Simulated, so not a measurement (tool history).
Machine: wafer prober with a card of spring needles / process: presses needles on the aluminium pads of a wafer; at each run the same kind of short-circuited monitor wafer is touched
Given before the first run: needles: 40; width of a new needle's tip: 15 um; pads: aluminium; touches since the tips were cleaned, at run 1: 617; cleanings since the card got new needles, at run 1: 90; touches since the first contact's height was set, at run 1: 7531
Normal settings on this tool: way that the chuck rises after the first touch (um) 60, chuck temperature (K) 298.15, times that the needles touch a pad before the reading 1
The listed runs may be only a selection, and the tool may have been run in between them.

run	day	way that the chuck rises after the first touch (um)	chuck temperature (K)	times that the needles touch a pad before the reading	touches since the tips were cleaned	cleanings since the card got new needles	touches since the first contact's height was set	resistance of one needle with its contact and lead (mohm)	way that a needle slides on the pad (um)
1	0	60	298.15	1	617	90	7531	259	10.98
# day 0.238: tips cleaned on abrasive film
# day 0.529: tips cleaned on abrasive film
# day 0.817: tips cleaned on abrasive film
# day 1.054: tips cleaned on abrasive film
2	1.121	60	298.15	1	817	94	20692	266	10.98
# day 1.3: tips cleaned on abrasive film
# day 1.538: tips cleaned on abrasive film
# day 1.833: tips cleaned on abrasive film
3	1.967	68	298.15	1	1607	97	30590	265	12.4
# day 2.088: tips cleaned on abrasive film
# day 2.383: tips cleaned on abrasive film
4	2.454	68	298.15	1	849	99	36279	264	12.34
# day 2.633: tips cleaned on abrasive film
# day 2.912: tips cleaned on abrasive film
5	3.038	60	314.15	1	1486	101	43128	275	10.84
# day 3.154: tips cleaned on abrasive film
# day 3.446: tips cleaned on abrasive film
# day 3.733: tips cleaned on abrasive film
# day 4.029: tips cleaned on abrasive film
6	4.158	60	345.15	1	1532	105	56270	283	10.82
# day 4.267: tips cleaned on abrasive film
# day 4.562: tips cleaned on abrasive film
# day 4.8: tips cleaned on abrasive film
7	5.012	44	298.15	1	2564	108	66296	279	7.95
# day 5.071: tips cleaned on abrasive film
# day 5.354: tips cleaned on abrasive film
8	5.567	44	298.15	1	2520	110	72750	279	7.9
# day 5.625: tips cleaned on abrasive film
# day 5.908: tips cleaned on abrasive film
# day 6.146: tips cleaned on abrasive film
# day 6.433: tips cleaned on abrasive film
9	6.488	44	298.15	1	612	114	83511	282	7.87
# day 6.7: tips cleaned on abrasive film
# day 6.988: tips cleaned on abrasive film
10	7.062	44	298.15	1	892	116	90285	280	7.9
# day 7.242: tips cleaned on abrasive film
# day 7.529: tips cleaned on abrasive film
11	7.55	60	298.15	1	215	118	95954	267	10.72
# day 7.771: tips cleaned on abrasive film
# day 8.058: tips cleaned on abrasive film
12	8.271	60	298.15	1	2572	120	104475	265	10.75
# day 8.333: tips cleaned on abrasive film
# day 8.625: tips cleaned on abrasive film
# day 8.862: tips cleaned on abrasive film
13	9.017	77	298.15	1	1860	123	113185	262	13.75
# day 9.138: tips cleaned on abrasive film
# day 9.433: tips cleaned on abrasive film
# day 9.667: gauge calibrated
# day 9.717: tips cleaned on abrasive film
14	9.908	60	298.15	1	2283	126	123630	274	10.96
# day 9.971: tips cleaned on abrasive film
# day 10.262: tips cleaned on abrasive film
# day 10.558: tips cleaned on abrasive film
# day 10.842: tips cleaned on abrasive film
15	10.842	60	298.15	2	0	130	134524	265	10.93
# day 11.133: tips cleaned on abrasive film
# day 11.425: tips cleaned on abrasive film
# day 11.55: height of the first contact set anew
# day 11.671: tips cleaned on abrasive film
16	11.758	49	340.15	2	1008	133	2391	289	8.87
# day 11.917: tips cleaned on abrasive film
# day 12.154: tips cleaned on abrasive film
# day 12.392: tips cleaned on abrasive film
# day 12.671: tips cleaned on abrasive film
17	12.671	54	384.15	1	0	137	13060	301	9.81
# day 12.908: tips cleaned on abrasive film
# day 13.188: tips cleaned on abrasive film
# day 13.479: tips cleaned on abrasive film
# day 13.712: tips cleaned on abrasive film
18	13.775	54	384.15	1	703	141	25986	300	9.71
# day 13.983: tips cleaned on abrasive film
# day 14.271: tips cleaned on abrasive film
# day 14.567: tips cleaned on abrasive film
# day 14.817: tips cleaned on abrasive film
19	14.817	62	299.15	1	0	145	38182	265	11.13
# day 15.104: tips cleaned on abrasive film
# day 15.342: tips cleaned on abrasive film
20	15.433	48	299.15	1	1102	147	45447	273	8.62
# day 15.612: tips cleaned on abrasive film
# day 15.9: tips cleaned on abrasive film
# day 16.183: tips cleaned on abrasive film
21	16.233	48	322.15	2	601	150	54828	281	8.62
# day 16.462: tips cleaned on abrasive film
# day 16.754: tips cleaned on abrasive film
# day 17.05: tips cleaned on abrasive film
22	17.246	49	322.15	3	2316	153	66686	285	8.77
# day 17.308: tips cleaned on abrasive film
# day 17.592: tips cleaned on abrasive film
# day 17.871: tips cleaned on abrasive film
# day 18.15: tips cleaned on abrasive film
23	18.329	49	322.15	3	2153	157	79397	280	8.72
# day 18.392: tips cleaned on abrasive film
# day 18.629: tips cleaned on abrasive film
24	18.858	49	352.15	1	2736	159	85595	292	8.76
# day 18.917: tips cleaned on abrasive film
# day 19.2: tips cleaned on abrasive film
# day 19.462: tips cleaned on abrasive film
25	19.462	49	352.15	1	0	162	92648	294	8.71
# day 19.725: tips cleaned on abrasive film
# day 20.017: tips cleaned on abrasive film
26	20.208	43	304.15	1	2269	164	101415	283	7.61

Forecast run 27:
# day 20.271: tips cleaned on abrasive film
# day 20.562: tips cleaned on abrasive film
# day 20.733: gauge calibrated
# day 20.854: tips cleaned on abrasive film
# day 21.125: tips cleaned on abrasive film
27	21.125	42	298.15	3	28	168	112136	?	?

{"run 27": {"resistance of one needle with its contact and lead (mohm)": 276, "way that a needle slides on the pad (um)": 7.69}}
With no hidden state in the tool, this same run would have given resistance of one needle with its contact and lead (mohm) 275, way that a needle slides on the pad (um) 7.7.

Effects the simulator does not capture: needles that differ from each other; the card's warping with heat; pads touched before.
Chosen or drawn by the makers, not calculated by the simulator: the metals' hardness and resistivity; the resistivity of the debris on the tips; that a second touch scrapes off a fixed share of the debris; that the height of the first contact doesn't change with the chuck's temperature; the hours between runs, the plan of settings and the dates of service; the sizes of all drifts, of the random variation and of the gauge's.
